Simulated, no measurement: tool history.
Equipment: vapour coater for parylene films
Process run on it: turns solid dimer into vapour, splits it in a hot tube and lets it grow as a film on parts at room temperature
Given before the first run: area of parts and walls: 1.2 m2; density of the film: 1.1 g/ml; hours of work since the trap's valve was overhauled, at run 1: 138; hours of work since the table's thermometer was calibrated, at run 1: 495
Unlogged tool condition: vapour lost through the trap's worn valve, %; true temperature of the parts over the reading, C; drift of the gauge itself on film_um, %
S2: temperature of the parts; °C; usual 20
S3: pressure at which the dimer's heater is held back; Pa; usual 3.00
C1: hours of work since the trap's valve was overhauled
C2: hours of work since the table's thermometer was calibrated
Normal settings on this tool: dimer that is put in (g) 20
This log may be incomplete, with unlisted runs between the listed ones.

run 1 hour=0.0 | dimer_that_is_put_in_(g)=20 S2=20 S3=3.00 | C1=138 C2=495 | thickness_of_the_film_(µm)=11.74
run 2 hour=40.8 | dimer_that_is_put_in_(g)=20 S2=20 S3=3.11 | C1=164 C2=521 | thickness_of_the_film_(µm)=11.64
run 3 hour=76.5 | dimer_that_is_put_in_(g)=20 S2=20 S3=8.86 | C1=187 C2=544 | thickness_of_the_film_(µm)=9.79
run 4 hour=122.7 | dimer_that_is_put_in_(g)=20 S2=20 S3=8.86 | C1=216 C2=573 | thickness_of_the_film_(µm)=9.81
run 5 hour=158.5 | dimer_that_is_put_in_(g)=20 S2=20 S3=8.86 | C1=239 C2=596 | thickness_of_the_film_(µm)=9.71
run 6 hour=218.4 | dimer_that_is_put_in_(g)=20 S2=20 S3=8.86 | C1=277 C2=634 | thickness_of_the_film_(µm)=9.77
run 7 hour=257.4 | dimer_that_is_put_in_(g)=20 S2=20 S3=8.86 | C1=302 C2=659 | thickness_of_the_film_(µm)=9.78
run 8 hour=306.8 | dimer_that_is_put_in_(g)=20 S2=20 S3=2.08 | C1=333 C2=691 | thickness_of_the_film_(µm)=12.56
run 9 hour=353.0 | dimer_that_is_put_in_(g)=20 S2=20 S3=3.00 | C1=363 C2=720 | thickness_of_the_film_(µm)=11.69
run 10 hour=410.1 | dimer_that_is_put_in_(g)=20 S2=20 S3=3.00 | C1=399 C2=756 | thickness_of_the_film_(µm)=11.72
run 11 hour=445.8 | dimer_that_is_put_in_(g)=20 S2=20 S3=7.13 | C1=422 C2=779 | thickness_of_the_film_(µm)=10.01
run 12 hour=471.4 | dimer_that_is_put_in_(g)=11 S2=12 S3=2.46 | C1=438 C2=796 | thickness_of_the_film_(µm)=7.90
run 13 hour=524.7 | dimer_that_is_put_in_(g)=11 S2=12 S3=2.46 | C1=472 C2=830 | thickness_of_the_film_(µm)=7.95
-- hour=547.9 trap's valve overhauled
run 14 hour=578.4 | dimer_that_is_put_in_(g)=35 S2=30 S3=10.69 | C1=19 C2=861 | thickness_of_the_film_(µm)=13.38
run 15 hour=637.9 | dimer_that_is_put_in_(g)=35 S2=30 S3=10.69 | C1=57 C2=899 | thickness_of_the_film_(µm)=13.21
run 16 hour=698.6 | dimer_that_is_put_in_(g)=17 S2=19 S3=3.00 | C1=96 C2=938 | thickness_of_the_film_(µm)=10.23
run 17 hour=736.3 | dimer_that_is_put_in_(g)=13 S2=14 S3=3.00 | C1=120 C2=962 | thickness_of_the_film_(µm)=8.64
run 18 hour=789.3 | dimer_that_is_put_in_(g)=9 S2=17 S3=3.00 | C1=154 C2=996 | thickness_of_the_film_(µm)=5.60
run 19 hour=834.3 | dimer_that_is_put_in_(g)=9 S2=17 S3=11.39 | C1=182 C2=1024 | thickness_of_the_film_(µm)=4.47
run 20 hour=880.8 | dimer_that_is_put_in_(g)=10 S2=20 S3=5.33 | C1=212 C2=1054 | thickness_of_the_film_(µm)=5.34
run 21 hour=914.0 | dimer_that_is_put_in_(g)=10 S2=20 S3=5.33 | C1=233 C2=1075 | thickness_of_the_film_(µm)=5.34

Hidden condition of the tool, last listed run before each entry between runs versus first listed run after:
After run 13, before run 14: trap's valve overhauled (hour 547.9)
  vapour lost through the trap's worn valve, %: 0.5 -> 0
